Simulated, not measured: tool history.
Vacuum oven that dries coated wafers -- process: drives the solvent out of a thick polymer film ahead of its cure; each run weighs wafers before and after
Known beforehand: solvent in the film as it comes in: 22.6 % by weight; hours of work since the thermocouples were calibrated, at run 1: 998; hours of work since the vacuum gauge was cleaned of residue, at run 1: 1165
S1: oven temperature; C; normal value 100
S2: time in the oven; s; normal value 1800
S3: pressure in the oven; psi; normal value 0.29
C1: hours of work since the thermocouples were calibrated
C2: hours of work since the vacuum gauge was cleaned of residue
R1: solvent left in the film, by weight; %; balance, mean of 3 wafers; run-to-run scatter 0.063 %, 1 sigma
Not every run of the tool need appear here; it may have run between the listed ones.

run,hour,S1,S2,S3,C1,C2,R1
1,0,100,1800,0.29,998,1165,4.86
# hour 5.8: oven's thermocouples calibrated
2,33.2,100,1800,0.29,21,1190,4.13
3,68.4,100,1800,0.29,49,1217,4.03
4,98.1,100,1800,0.29,72,1240,4.09
5,136.1,100,1800,0.58,102,1270,4.76
6,178.1,100,1800,0.58,135,1303,4.88
7,202.6,100,1800,0.29,154,1322,4.2
8,252.9,100,1800,0.29,193,1362,4.16
9,296.7,100,1800,0.29,227,1396,4.27
10,336.6,100,1800,0.29,259,1427,4.38
11,391,100,1800,0.29,301,1470,4.38
12,446.3,100,1800,0.29,344,1513,4.39
13,497.3,100,1800,0.29,384,1553,4.57
14,523.6,99,1800,0.29,405,1573,4.98
15,571.7,100,1080,0.585,442,1611,8.2
16,624.9,103,1740,0.17,484,1652,3.32
17,670.7,106,1800,0.363,520,1688,2.72
18,725.8,87,2220,0.29,563,1731,9.16
19,753.7,100,960,0.39,585,1753,8.79
20,788.8,100,1800,1.079,612,1781,6.53
21,811.8,100,1800,1.079,630,1799,6.54
22,847,100,1800,0.323,658,1826,4.81
23,879,88,2400,0.29,683,1851,8.41
24,922.6,88,960,0.29,717,1885,13.26
25,960.6,108,2160,0.29,747,1915,1.59
26,1016.1,103,2940,0.29,790,1958,1.89
27,1044.7,98,900,1.009,812,1981,11.39
28,1096.4,95,2280,0.6,853,2021,6.46

Hidden condition of the tool, last listed run before each entry between runs versus first listed run after:
In the gap between runs 1 and 2: oven's thermocouples calibrated (hour 5.8)
  true wafer temperature over the reading, C: -2.08 -> -0.06; true pressure over the reading, kPa: 0.4 -> 0.408
  measured less the result without the state, R1: +0.96 -> +0.16 %
